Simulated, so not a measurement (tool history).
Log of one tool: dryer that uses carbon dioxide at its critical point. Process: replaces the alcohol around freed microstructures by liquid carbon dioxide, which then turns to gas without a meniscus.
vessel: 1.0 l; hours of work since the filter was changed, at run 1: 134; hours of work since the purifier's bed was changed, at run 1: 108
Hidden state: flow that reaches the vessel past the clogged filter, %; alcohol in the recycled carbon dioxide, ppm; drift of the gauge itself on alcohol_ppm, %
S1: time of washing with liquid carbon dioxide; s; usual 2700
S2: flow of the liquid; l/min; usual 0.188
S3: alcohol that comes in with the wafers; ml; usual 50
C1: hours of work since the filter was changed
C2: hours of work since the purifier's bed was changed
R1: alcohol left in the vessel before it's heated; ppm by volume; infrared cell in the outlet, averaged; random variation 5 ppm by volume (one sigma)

run,day,S1,S2,S3,C1,C2,R1
1,0,2700,0.188,50,134,108,48
2,0.412,2700,0.188,50,138,112,48
3,0.662,2700,0.188,50,140,114,52
4,1.188,2880,0.188,50,145,119,43
5,1.708,2700,0.188,39,150,125,49
6,2.246,2100,0.188,50,156,130,155
7,2.696,2700,0.188,25,160,134,49
8,2.933,2700,0.188,25,162,137,61
9,3.225,2700,0.155,50,165,139,131
10,3.575,2160,0.167,29,169,143,157
11,3.938,2160,0.167,29,172,146,155
12,4.292,2700,0.118,59,176,150,578
13,4.692,2700,0.118,59,180,154,580
14,4.954,2160,0.129,25,182,156,448
15,5.175,3600,0.161,104,184,158,64
16,5.521,2460,0.129,39,188,162,377
17,5.896,1680,0.188,50,191,165,450

The same runs without the tool's hidden state, with the same run-to-run variation:
run,R1
1,15
2,16
3,18
4,10
5,14
6,92
7,13
8,24
9,70
10,92
11,86
12,412
13,412
14,319
15,17
16,251
17,302

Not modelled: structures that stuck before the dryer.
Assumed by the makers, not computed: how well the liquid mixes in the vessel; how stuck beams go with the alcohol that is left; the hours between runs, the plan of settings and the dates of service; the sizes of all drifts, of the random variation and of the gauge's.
